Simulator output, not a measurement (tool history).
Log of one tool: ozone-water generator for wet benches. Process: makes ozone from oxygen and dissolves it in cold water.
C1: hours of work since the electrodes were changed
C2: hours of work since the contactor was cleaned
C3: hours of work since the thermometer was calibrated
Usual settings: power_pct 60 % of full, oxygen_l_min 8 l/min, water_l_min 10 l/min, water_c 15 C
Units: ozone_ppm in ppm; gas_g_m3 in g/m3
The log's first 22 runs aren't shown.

Run 23, day 79.321: usual settings but water_c 22 C; C1 2333; C2 2655; C3 1690. Result: ozone_ppm 30.4 ppm, gas_g_m3 208 g/m3.
Run 24, day 81.917: usual settings; C1 2374; C2 2697; C3 1732. Result: ozone_ppm 35.5 ppm, gas_g_m3 207 g/m3.
Run 25, day 85.688: usual settings but oxygen_l_min 4.48 l/min; C1 2434; C2 2757; C3 1792. Result: ozone_ppm 36 ppm, gas_g_m3 263.1 g/m3.
Run 26, day 88.883: usual settings but power_pct 99 % of full, oxygen_l_min 10.92 l/min, water_l_min 11 l/min, water_c 9 C; C1 2485; C2 2807; C3 1842. Result: ozone_ppm 57.6 ppm, gas_g_m3 281.7 g/m3.
Run 27, day 91.4: usual settings but power_pct 99 % of full, oxygen_l_min 10.92 l/min, water_l_min 11 l/min, water_c 9 C; C1 2525; C2 2848; C3 1882. Result: ozone_ppm 57.5 ppm, gas_g_m3 283.7 g/m3.
Run 28, day 94.883: usual settings but power_pct 56 % of full, oxygen_l_min 8.82 l/min, water_l_min 7 l/min, water_c 11 C; C1 2580; C2 2903; C3 1938. Result: ozone_ppm 42.9 ppm, gas_g_m3 188.8 g/m3.
Run 29, day 97.221: usual settings but power_pct 56 % of full, oxygen_l_min 8.82 l/min, water_l_min 7 l/min, water_c 11 C; C1 2617; C2 2940; C3 1975. Result: ozone_ppm 42.4 ppm, gas_g_m3 185.8 g/m3.
Run 30, day 102.288: usual settings but power_pct 51 % of full; C1 2698; C2 3021; C3 2055. Result: ozone_ppm 30.8 ppm, gas_g_m3 181.4 g/m3.
Run 31, day 106.408: usual settings but power_pct 51 % of full, oxygen_l_min 6.6 l/min, water_c 18 C; C1 2763; C2 3086; C3 2121. Result: ozone_ppm 29.1 ppm, gas_g_m3 195 g/m3.
Run 32, day 111.4: usual settings but oxygen_l_min 10.82 l/min; C1 2843; C2 3166; C3 2200. Result: ozone_ppm 33.9 ppm, gas_g_m3 182.2 g/m3.
Run 33, day 114.133: usual settings but water_l_min 6 l/min; C1 2886; C2 3209; C3 2244. Result: ozone_ppm 44.1 ppm, gas_g_m3 208.1 g/m3.

4 ways to go on from here, each from the tool as it stands after run 33. What would each give?
Run A, day 117.867: usual settings but power_pct 77 % of full, water_l_min 9 l/min, water_c 14 C; C1 2945; C2 3268; C3 2303. Result: ozone_ppm ?, gas_g_m3 ?.
Run B, day 117.867: usual settings but oxygen_l_min 9.6 l/min, water_l_min 8 l/min, water_c 18 C; C1 2945; C2 3268; C3 2303. Result: ozone_ppm ?, gas_g_m3 ?.
Run C, day 117.867: usual settings but oxygen_l_min 6.11 l/min, water_l_min 6 l/min, water_c 14 C; C1 2945; C2 3268; C3 2303. Result: ozone_ppm ?, gas_g_m3 ?.
Run D, day 117.867: usual settings but power_pct 76 % of full, water_c 11 C; C1 2945; C2 3268; C3 2303. Result: ozone_ppm ?, gas_g_m3 ?.

run  ozone_ppm  gas_g_m3
  A       47.5       255
  B       35.3     192.1
  C       47.9     230.9
  D       46.7     255.3
Without the tool's hidden state the same runs would have given:
run  ozone_ppm  gas_g_m3
  A       47.6     255.1
  B       35.4     192.2
  C         48       231
  D       46.7     255.4
